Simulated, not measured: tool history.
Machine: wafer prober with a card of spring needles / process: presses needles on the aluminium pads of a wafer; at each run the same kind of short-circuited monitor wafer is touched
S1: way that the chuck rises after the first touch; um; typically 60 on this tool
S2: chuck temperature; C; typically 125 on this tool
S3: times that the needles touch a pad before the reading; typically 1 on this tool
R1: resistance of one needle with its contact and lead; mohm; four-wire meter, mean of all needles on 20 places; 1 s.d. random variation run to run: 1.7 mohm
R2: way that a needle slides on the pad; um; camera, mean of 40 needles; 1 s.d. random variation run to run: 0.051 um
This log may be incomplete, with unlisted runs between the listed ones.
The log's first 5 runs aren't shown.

-- day=4.492 tips cleaned on abrasive film
run 6 day=4.808 | S1=60 S2=125 S3=3 | R1=185 R2=7.32
-- day=4.938 tips cleaned on abrasive film
-- day=5.421 tips cleaned on abrasive film
run 7 day=5.738 | S1=60 S2=125 S3=3 | R1=185 R2=7.32
-- day=5.842 tips cleaned on abrasive film
-- day=6.317 tips cleaned on abrasive film
run 8 day=6.638 | S1=60 S2=125 S3=1 | R1=193 R2=7.31
-- day=6.812 tips cleaned on abrasive film
-- day=7.292 tips cleaned on abrasive film
run 9 day=7.642 | S1=71 S2=125 S3=1 | R1=190 R2=8.56
-- day=7.729 tips cleaned on abrasive film
-- day=8.154 tips cleaned on abrasive film
run 10 day=8.212 | S1=71 S2=125 S3=1 | R1=181 R2=8.64
-- day=8.658 tips cleaned on abrasive film
-- day=8.671 height of the first contact set anew
run 11 day=8.733 | S1=71 S2=125 S3=1 | R1=182 R2=9
-- day=9.138 tips cleaned on abrasive film
run 12 day=9.329 | S1=71 S2=125 S3=1 | R1=189 R2=8.9
-- day=9.625 tips cleaned on abrasive film
-- day=10.088 tips cleaned on abrasive film
run 13 day=10.192 | S1=60 S2=125 S3=1 | R1=187 R2=7.55
-- day=10.575 tips cleaned on abrasive film
-- day=11.017 tips cleaned on abrasive film
run 14 day=11.192 | S1=60 S2=125 S3=1 | R1=191 R2=7.54
-- day=11.5 tips cleaned on abrasive film
-- day=11.946 tips cleaned on abrasive film
run 15 day=11.946 | S1=60 S2=125 S3=1 | R1=178 R2=7.44
-- day=12.412 tips cleaned on abrasive film
-- day=12.871 tips cleaned on abrasive film
run 16 day=13.167 | S1=50 S2=32 S3=2 | R1=180 R2=6.12
-- day=13.371 tips cleaned on abrasive film
-- day=13.821 tips cleaned on abrasive film
-- day=14.317 tips cleaned on abrasive film
run 17 day=14.346 | S1=51 S2=41 S3=2 | R1=172 R2=6.29
-- day=14.733 tips cleaned on abrasive film
-- day=15.154 tips cleaned on abrasive film
run 18 day=15.338 | S1=51 S2=41 S3=2 | R1=172 R2=6.27
-- day=15.579 tips cleaned on abrasive film
-- day=16.05 tips cleaned on abrasive film
run 19 day=16.179 | S1=53 S2=74 S3=2 | R1=175 R2=6.54
-- day=16.479 tips cleaned on abrasive film
-- day=16.9 tips cleaned on abrasive film
run 20 day=17.1 | S1=53 S2=74 S3=2 | R1=183 R2=6.52
-- day=17.358 tips cleaned on abrasive film
-- day=17.779 tips cleaned on abrasive film
run 21 day=17.804 | S1=78 S2=125 S3=3 | R1=176 R2=9.6
-- day=18.229 tips cleaned on abrasive film
-- day=18.646 tips cleaned on abrasive film
run 22 day=19.029 | S1=73 S2=125 S3=1 | R1=192 R2=8.87
-- day=19.1 tips cleaned on abrasive film
-- day=19.554 tips cleaned on abrasive film
run 23 day=19.908 | S1=73 S2=125 S3=1 | R1=190 R2=8.94
-- day=19.979 tips cleaned on abrasive film
-- day=20.446 tips cleaned on abrasive film
run 24 day=20.596 | S1=73 S2=125 S3=1 | R1=186 R2=8.82
-- day=20.762 height of the first contact set anew
-- day=20.925 tips cleaned on abrasive film
-- day=21.358 tips cleaned on abrasive film
run 25 day=21.638 | S1=41 S2=51 S3=2 | R1=197 R2=5.09
-- day=21.808 tips cleaned on abrasive film
-- day=22.242 tips cleaned on abrasive film
run 26 day=22.579 | S1=64 S2=41 S3=1 | R1=182 R2=7.91
-- day=22.654 tips cleaned on abrasive film
-- day=23.121 tips cleaned on abrasive film
-- day=23.633 tips cleaned on abrasive film
run 27 day=23.667 | S1=64 S2=41 S3=1 | R1=167 R2=7.96
-- day=24.104 tips cleaned on abrasive film
-- day=24.562 tips cleaned on abrasive film
run 28 day=24.771 | S1=43 S2=109 S3=1 | R1=208 R2=5.3
-- day=24.983 tips cleaned on abrasive film
-- day=25.492 tips cleaned on abrasive film
run 29 day=25.704 | S1=66 S2=40 S3=1 | R1=178 R2=8.1
-- day=25.962 tips cleaned on abrasive film
-- day=26.383 tips cleaned on abrasive film
run 30 day=26.462 | S1=66 S2=40 S3=1 | R1=171 R2=8.09

Forecast each of these 4 alternatives for the next run:
-- day=26.804 tips cleaned on abrasive film
-- day=27.258 tips cleaned on abrasive film
-- day=27.708 tips cleaned on abrasive film
run A day=27.708 | S1=78 S2=125 S3=1 | R1=? R2=?
-- day=26.804 tips cleaned on abrasive film
-- day=27.258 tips cleaned on abrasive film
-- day=27.708 tips cleaned on abrasive film
run B day=27.708 | S1=79 S2=85 S3=2 | R1=? R2=?
-- day=26.804 tips cleaned on abrasive film
-- day=27.258 tips cleaned on abrasive film
-- day=27.708 tips cleaned on abrasive film
run C day=27.708 | S1=56 S2=40 S3=1 | R1=? R2=?
-- day=26.804 tips cleaned on abrasive film
-- day=27.258 tips cleaned on abrasive film
-- day=27.708 tips cleaned on abrasive film
run D day=27.708 | S1=66 S2=40 S3=2 | R1=? R2=?

run=A R1=177 R2=9.7
run=B R1=167 R2=9.67
run=C R1=167 R2=6.96
run=D R1=162 R2=8.23
Without the tool's unlogged condition, the same runs would have read:
run=A R1=176 R2=9.92
run=B R1=166 R2=9.89
run=C R1=161 R2=7.18
run=D R1=159 R2=8.45

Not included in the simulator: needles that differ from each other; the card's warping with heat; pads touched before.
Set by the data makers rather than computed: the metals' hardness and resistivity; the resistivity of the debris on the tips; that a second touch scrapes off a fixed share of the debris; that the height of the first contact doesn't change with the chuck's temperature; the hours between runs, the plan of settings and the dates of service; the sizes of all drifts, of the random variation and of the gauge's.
